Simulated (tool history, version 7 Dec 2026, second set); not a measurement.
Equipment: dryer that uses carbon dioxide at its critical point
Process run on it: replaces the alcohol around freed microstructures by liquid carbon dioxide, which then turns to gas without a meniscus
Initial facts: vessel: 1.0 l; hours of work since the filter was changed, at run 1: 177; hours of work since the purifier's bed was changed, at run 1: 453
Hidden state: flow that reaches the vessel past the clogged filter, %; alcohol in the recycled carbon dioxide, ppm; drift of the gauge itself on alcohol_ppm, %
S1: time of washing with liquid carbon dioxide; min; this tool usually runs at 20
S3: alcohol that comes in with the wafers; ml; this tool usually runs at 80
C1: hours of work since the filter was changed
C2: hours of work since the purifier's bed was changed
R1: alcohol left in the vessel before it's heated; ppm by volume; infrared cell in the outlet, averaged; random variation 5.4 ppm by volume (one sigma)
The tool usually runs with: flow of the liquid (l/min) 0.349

Run 1, hour 0.0: usual settings; C1 177; C2 453. Result: R1 449 ppm by volume.
At hour 22.8: inlet filter changed.
Run 2, hour 24.4: usual settings; C1 1; C2 462. Result: R1 211 ppm by volume.
Run 3, hour 54.5: usual settings; C1 13; C2 474. Result: R1 222 ppm by volume.
Run 4, hour 77.9: usual settings; C1 22; C2 484. Result: R1 218 ppm by volume.
Run 5, hour 92.9: usual settings; C1 28; C2 490. Result: R1 244 ppm by volume.
Run 6, hour 105.6: usual settings; C1 34; C2 495. Result: R1 241 ppm by volume.
Run 7, hour 125.9: usual settings; C1 42; C2 503. Result: R1 252 ppm by volume.
Run 8, hour 154.0: usual settings but S1 31 min; C1 53; C2 515. Result: R1 88 ppm by volume.
Run 9, hour 181.5: usual settings but S1 31 min, S3 104 ml; C1 65; C2 526. Result: R1 95 ppm by volume.
Run 10, hour 210.0: usual settings but S1 31 min, S3 104 ml; C1 76; C2 538. Result: R1 99 ppm by volume.
Run 11, hour 224.2: usual settings but flow of the liquid (l/min) 0.227; C1 82; C2 543. Result: R1 1630 ppm by volume.
Run 12, hour 236.7: usual settings but flow of the liquid (l/min) 0.227; C1 87; C2 549. Result: R1 1665 ppm by volume.

Predict the results of run 13:
Run 13, hour 254.2: usual settings but S1 27 min, flow of the liquid (l/min) 0.543, S3 32 ml; C1 94; C2 556. Result: R1 ?.

Run 13 yielded R1 83 ppm by volume.
On a tool with no hidden condition, and with the same random variation, this run would have come out at R1 4 ppm by volume.
